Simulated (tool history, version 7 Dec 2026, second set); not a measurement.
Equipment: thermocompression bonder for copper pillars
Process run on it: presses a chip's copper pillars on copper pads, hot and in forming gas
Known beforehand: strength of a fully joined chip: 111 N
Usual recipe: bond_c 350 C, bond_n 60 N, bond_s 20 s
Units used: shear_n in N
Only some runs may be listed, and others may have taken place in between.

run 1 hour=0.0 | bond_c=350 bond_n=60 bond_s=20 | shear_n=65.4
run 2 hour=21.1 | bond_c=350 bond_n=60 bond_s=14 | shear_n=58.6
run 3 hour=34.2 | bond_c=350 bond_n=60 bond_s=14 | shear_n=57.7
run 4 hour=57.1 | bond_c=350 bond_n=60 bond_s=14 | shear_n=58.0
run 5 hour=74.4 | bond_c=350 bond_n=60 bond_s=14 | shear_n=57.5
run 6 hour=93.6 | bond_c=376 bond_n=60 bond_s=20 | shear_n=76.3
run 7 hour=103.1 | bond_c=376 bond_n=75 bond_s=20 | shear_n=83.6
run 8 hour=115.3 | bond_c=350 bond_n=60 bond_s=20 | shear_n=64.9
run 9 hour=137.9 | bond_c=350 bond_n=60 bond_s=20 | shear_n=64.6
run 10 hour=155.8 | bond_c=350 bond_n=60 bond_s=20 | shear_n=66.1
run 11 hour=166.2 | bond_c=350 bond_n=60 bond_s=20 | shear_n=64.8
run 12 hour=177.9 | bond_c=350 bond_n=60 bond_s=20 | shear_n=64.9
run 13 hour=187.4 | bond_c=350 bond_n=60 bond_s=20 | shear_n=65.3
run 14 hour=205.0 | bond_c=350 bond_n=60 bond_s=20 | shear_n=65.2
run 15 hour=215.3 | bond_c=350 bond_n=60 bond_s=20 | shear_n=65.2
run 16 hour=231.5 | bond_c=350 bond_n=60 bond_s=17 | shear_n=61.7
run 17 hour=254.5 | bond_c=350 bond_n=60 bond_s=17 | shear_n=61.9
run 18 hour=269.5 | bond_c=350 bond_n=60 bond_s=17 | shear_n=62.4
run 19 hour=280.3 | bond_c=350 bond_n=52 bond_s=17 | shear_n=55.9
run 20 hour=302.9 | bond_c=350 bond_n=52 bond_s=17 | shear_n=55.7
run 21 hour=313.4 | bond_c=350 bond_n=52 bond_s=17 | shear_n=56.4
run 22 hour=329.0 | bond_c=350 bond_n=52 bond_s=17 | shear_n=55.6
run 23 hour=351.7 | bond_c=339 bond_n=60 bond_s=16 | shear_n=55.8
run 24 hour=362.2 | bond_c=324 bond_n=74 bond_s=43 | shear_n=78.1
-- hour=364.0 forming gas filter changed
run 25 hour=385.6 | bond_c=324 bond_n=74 bond_s=43 | shear_n=77.9
run 26 hour=405.6 | bond_c=350 bond_n=76 bond_s=35 | shear_n=86.3
run 27 hour=419.9 | bond_c=350 bond_n=60 bond_s=28 | shear_n=71.8
run 28 hour=435.5 | bond_c=350 bond_n=74 bond_s=28 | shear_n=80.6
run 29 hour=454.1 | bond_c=350 bond_n=67 bond_s=30 | shear_n=78.5
run 30 hour=472.2 | bond_c=350 bond_n=67 bond_s=30 | shear_n=77.0
run 31 hour=495.1 | bond_c=333 bond_n=67 bond_s=15 | shear_n=56.3
run 32 hour=513.4 | bond_c=333 bond_n=67 bond_s=15 | shear_n=56.9
run 33 hour=526.6 | bond_c=350 bond_n=47 bond_s=46 | shear_n=72.0
run 34 hour=545.7 | bond_c=378 bond_n=52 bond_s=20 | shear_n=69.8
run 35 hour=555.5 | bond_c=350 bond_n=56 bond_s=17 | shear_n=59.4
run 36 hour=576.4 | bond_c=350 bond_n=60 bond_s=50 | shear_n=82.9
run 37 hour=594.1 | bond_c=350 bond_n=60 bond_s=50 | shear_n=83.3
run 38 hour=606.4 | bond_c=350 bond_n=60 bond_s=24 | shear_n=69.3
run 39 hour=620.1 | bond_c=352 bond_n=60 bond_s=24 | shear_n=69.4
run 40 hour=634.2 | bond_c=350 bond_n=60 bond_s=31 | shear_n=73.9
run 41 hour=656.6 | bond_c=374 bond_n=51 bond_s=20 | shear_n=67.9

Alternative continuations, all from the tool just after run 41; predict every row:
run A hour=669.3 | bond_c=350 bond_n=60 bond_s=43 | shear_n=?
run B hour=669.3 | bond_c=348 bond_n=56 bond_s=20 | shear_n=?
run C hour=669.3 | bond_c=353 bond_n=60 bond_s=49 | shear_n=?

run=A shear_n=79.9
run=B shear_n=61.2
run=C shear_n=83.9
Take away the tool's hidden state, keep each run's random variation, and the runs would have read:
run=A shear_n=79.8
run=B shear_n=61.1
run=C shear_n=83.9

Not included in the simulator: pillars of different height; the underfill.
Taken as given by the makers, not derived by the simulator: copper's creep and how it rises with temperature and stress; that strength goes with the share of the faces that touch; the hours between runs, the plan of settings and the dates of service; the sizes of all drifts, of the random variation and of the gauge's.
